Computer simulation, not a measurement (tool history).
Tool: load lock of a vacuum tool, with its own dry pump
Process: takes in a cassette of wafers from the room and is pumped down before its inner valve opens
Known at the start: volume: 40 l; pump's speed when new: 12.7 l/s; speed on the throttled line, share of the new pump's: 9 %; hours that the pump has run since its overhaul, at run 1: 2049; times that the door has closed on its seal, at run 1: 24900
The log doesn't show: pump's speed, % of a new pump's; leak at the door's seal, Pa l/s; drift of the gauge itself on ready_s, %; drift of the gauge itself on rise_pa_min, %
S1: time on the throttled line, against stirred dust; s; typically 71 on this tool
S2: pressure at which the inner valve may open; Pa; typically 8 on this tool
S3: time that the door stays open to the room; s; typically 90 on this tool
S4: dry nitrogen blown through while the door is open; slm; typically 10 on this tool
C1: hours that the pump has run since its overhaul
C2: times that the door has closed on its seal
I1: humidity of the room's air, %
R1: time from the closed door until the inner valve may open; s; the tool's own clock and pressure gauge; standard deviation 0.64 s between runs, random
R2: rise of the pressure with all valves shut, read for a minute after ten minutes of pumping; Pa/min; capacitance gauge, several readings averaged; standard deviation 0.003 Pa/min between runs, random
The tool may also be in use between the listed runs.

run,day,S1,S2,S3,S4,C1,C2,I1,R1,R2
1,0.000,71,8,90,10,2049,24900,48.4,94.5,0.183
2,6.046,71,8,90,10,2194,25416,40.6,96.0,0.180
3,8.642,71,8,90,10,2257,25638,46.4,94.7,0.187
4,12.612,71,8,90,10,2352,25978,47.4,94.3,0.189
5,18.312,72,8,90,10,2489,26465,43.9,95.5,0.191
6,23.654,72,8,90,10,2617,26922,43.7,94.6,0.188
7,27.567,71,9,90,10,2711,27256,42.6,94.9,0.190
8,31.625,71,9,90,10,2808,27603,45.2,94.7,0.196
9,35.062,71,9,90,10,2891,27896,42.4,94.5,0.202
10,39.842,71,9,90,10,3006,28305,44.1,94.8,0.204

Expected results for the next run?
11,45.329,71,9,90,10,3137,28774,44.6,?,?

Run 11 yielded R1 94.6 s, R2 0.215 Pa/min.
The same run, on a tool lacking any hidden state, would have yielded R1 94.1 s, R2 0.032 Pa/min.
